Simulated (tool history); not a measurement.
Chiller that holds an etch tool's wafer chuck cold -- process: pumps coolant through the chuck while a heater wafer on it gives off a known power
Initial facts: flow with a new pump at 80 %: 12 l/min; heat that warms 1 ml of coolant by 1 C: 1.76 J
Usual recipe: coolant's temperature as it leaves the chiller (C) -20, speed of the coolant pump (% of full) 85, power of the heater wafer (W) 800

| run | day | coolant's temperature as it leaves the chiller (C) | speed of the coolant pump (% of full) | power of the heater wafer (W) | chuck's temperature once it has settled (C) | how much warmer the coolant comes back (C) |
|---|---|---|---|---|---|---|
| 1 | 0.000 | -20 | 85 | 800 | -13.8 | 2.12 |
| 2 | 7.754 | -20 | 85 | 800 | -13.5 | 2.12 |
| 3 | 11.696 | -20 | 85 | 800 | -13.8 | 2.14 |
| 4 | 19.867 | -20 | 85 | 800 | -13.7 | 2.17 |
|  | 22.971 | chiller's thermometer calibrated |
| 5 | 27.946 | -20 | 85 | 800 | -13.6 | 2.15 |
| 6 | 31.708 | -20 | 85 | 800 | -13.7 | 2.17 |
| 7 | 39.192 | -20 | 85 | 1035 | -11.8 | 2.79 |
| 8 | 43.304 | -20 | 85 | 1035 | -11.9 | 2.77 |
| 9 | 51.558 | -20 | 85 | 800 | -13.7 | 2.17 |
| 10 | 57.021 | -30 | 63 | 800 | -21.7 | 3.06 |
| 11 | 62.775 | -30 | 63 | 800 | -21.8 | 3.05 |
| 12 | 70.000 | -27 | 78 | 576 | -22.0 | 1.75 |
| 13 | 78.804 | -15 | 85 | 545 | -10.6 | 1.52 |
|  | 83.204 | coolant pump overhauled |
| 14 | 84.438 | -30 | 72 | 800 | -22.7 | 2.67 |
| 15 | 91.496 | -12 | 80 | 445 | -8.3 | 1.36 |
| 16 | 98.558 | -15 | 85 | 577 | -10.5 | 1.61 |
| 17 | 106.742 | -18 | 85 | 565 | -13.5 | 1.64 |
| 18 | 110.371 | -18 | 85 | 565 | -13.5 | 1.63 |

3 options for the next run, each taken on its own from the tool as it stands now. Forecast them:
| A | 115.754 | -26 | 98 | 1110 | ? | ? |
| B | 115.754 | -22 | 85 | 800 | ? | ? |
| C | 115.754 | -20 | 63 | 800 | ? | ? |

| run | chuck's temperature once it has settled (C) | how much warmer the coolant comes back (C) |
|---|---|---|
| A | -18.2 | 2.67 |
| B | -15.5 | 2.24 |
| C | -11.8 | 3.12 |
What these runs would have given with no unlogged condition in the tool:
| run | chuck's temperature once it has settled (C) | how much warmer the coolant comes back (C) |
|---|---|---|
| A | -18.2 | 2.53 |
| B | -15.5 | 2.10 |
| C | -11.8 | 2.98 |
